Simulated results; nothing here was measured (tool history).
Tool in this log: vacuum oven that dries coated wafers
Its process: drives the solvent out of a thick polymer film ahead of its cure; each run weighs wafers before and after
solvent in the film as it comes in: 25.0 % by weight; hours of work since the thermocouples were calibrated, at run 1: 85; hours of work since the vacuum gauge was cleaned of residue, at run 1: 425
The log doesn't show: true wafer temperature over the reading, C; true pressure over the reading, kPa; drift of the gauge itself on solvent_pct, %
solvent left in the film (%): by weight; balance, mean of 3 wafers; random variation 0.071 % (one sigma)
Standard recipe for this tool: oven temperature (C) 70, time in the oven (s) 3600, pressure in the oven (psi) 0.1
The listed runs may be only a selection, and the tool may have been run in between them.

run,hour,oven temperature (C),time in the oven (s),pressure in the oven (psi),hours of work since the thermocouples were calibrated,hours of work since the vacuum gauge was cleaned of residue,solvent left in the film (%)
1,0,70,3600,0.1,85,425,5.36
2,102.1,70,3600,0.1,150,490,5.46
3,210.1,70,3600,0.1,219,559,5.53
4,296.6,62,3600,0.1,274,614,8.36
5,349.2,70,4680,0.1,308,648,3.93
6,442.7,70,4680,0.1,368,707,3.97

What does the tool deliver on the next run?
7,529.1,70,4680,0.1,423,763,?

{"run 7": {"solvent left in the film (%)": 3.93}}
If the tool had no hidden condition, the same run with the same run-to-run variation would have returned solvent left in the film (%) 3.51.
